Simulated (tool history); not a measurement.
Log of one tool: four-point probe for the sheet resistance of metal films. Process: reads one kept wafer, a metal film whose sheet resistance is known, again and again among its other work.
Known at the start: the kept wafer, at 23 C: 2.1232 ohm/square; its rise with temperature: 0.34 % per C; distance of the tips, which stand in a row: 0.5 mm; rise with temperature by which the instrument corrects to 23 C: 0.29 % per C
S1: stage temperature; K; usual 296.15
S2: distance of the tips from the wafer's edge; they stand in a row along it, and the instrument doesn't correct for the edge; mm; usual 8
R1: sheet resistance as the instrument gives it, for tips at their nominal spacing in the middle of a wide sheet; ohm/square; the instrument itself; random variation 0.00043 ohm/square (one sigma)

{"run": 1, "day": 0.0, "S1": 296.15, "S2": 8, "R1": 2.137182}
{"run": 2, "day": 3.275, "S1": 296.15, "S2": 8, "R1": 2.137034}
{"run": 3, "day": 6.188, "S1": 296.15, "S2": 6, "R1": 2.139986}
{"run": 4, "day": 8.317, "S1": 296.15, "S2": 6, "R1": 2.139686}
{"run": 5, "day": 11.338, "S1": 293.15, "S2": 8, "R1": 2.132948}
{"run": 6, "day": 13.088, "S1": 294.15, "S2": 8, "R1": 2.133048}
{"run": 7, "day": 15.2, "S1": 294.15, "S2": 8, "R1": 2.133686}
{"run": 8, "day": 16.821, "S1": 294.15, "S2": 8, "R1": 2.133514}
{"run": 9, "day": 18.796, "S1": 294.15, "S2": 8, "R1": 2.133094}
{"run": 10, "day": 20.596, "S1": 307.15, "S2": 8, "R1": 2.147344}
{"run": 11, "day": 22.292, "S1": 307.15, "S2": 8, "R1": 2.146972}
{"day": 22.546, "done": "stage's thermometer calibrated"}
{"run": 12, "day": 25.379, "S1": 307.15, "S2": 8, "R1": 2.145976}
{"run": 13, "day": 27.517, "S1": 293.15, "S2": 6, "R1": 2.134249}
{"run": 14, "day": 30.529, "S1": 305.15, "S2": 28, "R1": 2.139422}
{"run": 15, "day": 32.867, "S1": 300.15, "S2": 30, "R1": 2.133818}
{"run": 16, "day": 36.071, "S1": 303.15, "S2": 20, "R1": 2.136955}
{"run": 17, "day": 39.221, "S1": 303.15, "S2": 20, "R1": 2.137129}
{"run": 18, "day": 40.575, "S1": 303.15, "S2": 20, "R1": 2.135938}
{"day": 42.067, "done": "stage's thermometer calibrated, once more"}
{"run": 19, "day": 43.267, "S1": 303.15, "S2": 20, "R1": 2.139563}
{"run": 20, "day": 46.012, "S1": 303.15, "S2": 20, "R1": 2.139551}

Forecast run 21:
{"run": 21, "day": 47.483, "S1": 307.15, "S2": 20, "R1": "?"}

{"run 21": {"R1": 2.143632}}
Without the tool's hidden state the same run would have given R1 2.135837 ohm/square.
